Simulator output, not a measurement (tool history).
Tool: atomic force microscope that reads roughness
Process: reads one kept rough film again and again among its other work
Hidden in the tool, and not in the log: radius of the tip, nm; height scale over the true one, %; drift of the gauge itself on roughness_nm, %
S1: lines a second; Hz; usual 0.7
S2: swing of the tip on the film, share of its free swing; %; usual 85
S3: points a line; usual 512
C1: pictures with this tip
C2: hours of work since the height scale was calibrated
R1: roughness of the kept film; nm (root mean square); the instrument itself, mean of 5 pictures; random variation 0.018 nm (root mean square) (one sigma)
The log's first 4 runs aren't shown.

{"run": 5, "hour": 36.6, "S1": 0.7, "S2": 85, "S3": 340, "C1": 45, "C2": 221, "R1": 3.985}
{"hour": 46.8, "done": "new tip fitted"}
{"run": 6, "hour": 47.5, "S1": 0.7, "S2": 85, "S3": 340, "C1": 1, "C2": 227, "R1": 4.476}
{"run": 7, "hour": 54.3, "S1": 1.427, "S2": 85, "S3": 340, "C1": 14, "C2": 231, "R1": 4.173}
{"run": 8, "hour": 63.3, "S1": 1.597, "S2": 85, "S3": 340, "C1": 30, "C2": 236, "R1": 3.955}
{"run": 9, "hour": 69.6, "S1": 0.7, "S2": 85, "S3": 512, "C1": 41, "C2": 240, "R1": 4.034}
{"run": 10, "hour": 79.7, "S1": 0.7, "S2": 85, "S3": 512, "C1": 59, "C2": 246, "R1": 3.879}
{"hour": 82.4, "done": "new tip fitted"}
{"run": 11, "hour": 85.7, "S1": 0.7, "S2": 85, "S3": 512, "C1": 6, "C2": 249, "R1": 4.406}
{"run": 12, "hour": 95.5, "S1": 0.7, "S2": 85, "S3": 512, "C1": 23, "C2": 254, "R1": 4.206}
{"run": 13, "hour": 103.6, "S1": 0.7, "S2": 85, "S3": 512, "C1": 37, "C2": 259, "R1": 4.079}
{"run": 14, "hour": 114.1, "S1": 0.7, "S2": 85, "S3": 512, "C1": 56, "C2": 265, "R1": 3.873}
{"hour": 118.4, "done": "new tip fitted"}
{"run": 15, "hour": 122.6, "S1": 0.7, "S2": 85, "S3": 800, "C1": 7, "C2": 270, "R1": 4.413}
{"run": 16, "hour": 132.6, "S1": 0.7, "S2": 85, "S3": 512, "C1": 25, "C2": 275, "R1": 4.208}
{"run": 17, "hour": 140.3, "S1": 0.7, "S2": 85, "S3": 512, "C1": 39, "C2": 280, "R1": 4.024}
{"run": 18, "hour": 150.7, "S1": 0.7, "S2": 85, "S3": 512, "C1": 57, "C2": 286, "R1": 3.89}
{"hour": 153.8, "done": "new tip fitted"}
{"run": 19, "hour": 161.5, "S1": 0.7, "S2": 85, "S3": 512, "C1": 14, "C2": 292, "R1": 4.333}
{"run": 20, "hour": 167.8, "S1": 0.7, "S2": 85, "S3": 512, "C1": 25, "C2": 295, "R1": 4.209}
{"run": 21, "hour": 175.4, "S1": 0.7, "S2": 85, "S3": 512, "C1": 38, "C2": 300, "R1": 4.065}
{"run": 22, "hour": 185.7, "S1": 0.7, "S2": 85, "S3": 512, "C1": 57, "C2": 306, "R1": 3.889}
{"hour": 189.6, "done": "new tip fitted"}
{"run": 23, "hour": 191.9, "S1": 0.7, "S2": 85, "S3": 512, "C1": 4, "C2": 309, "R1": 4.432}

Forecast run 24:
{"hour": 193.5, "done": "height scale calibrated on a step standard"}
{"run": 24, "hour": 203.6, "S1": 0.7, "S2": 59, "S3": 512, "C1": 23, "C2": 6, "R1": "?"}

R1: 4.336 nm (root mean square)
Without the tool's hidden state the same run would have given R1 4.631 nm (root mean square).

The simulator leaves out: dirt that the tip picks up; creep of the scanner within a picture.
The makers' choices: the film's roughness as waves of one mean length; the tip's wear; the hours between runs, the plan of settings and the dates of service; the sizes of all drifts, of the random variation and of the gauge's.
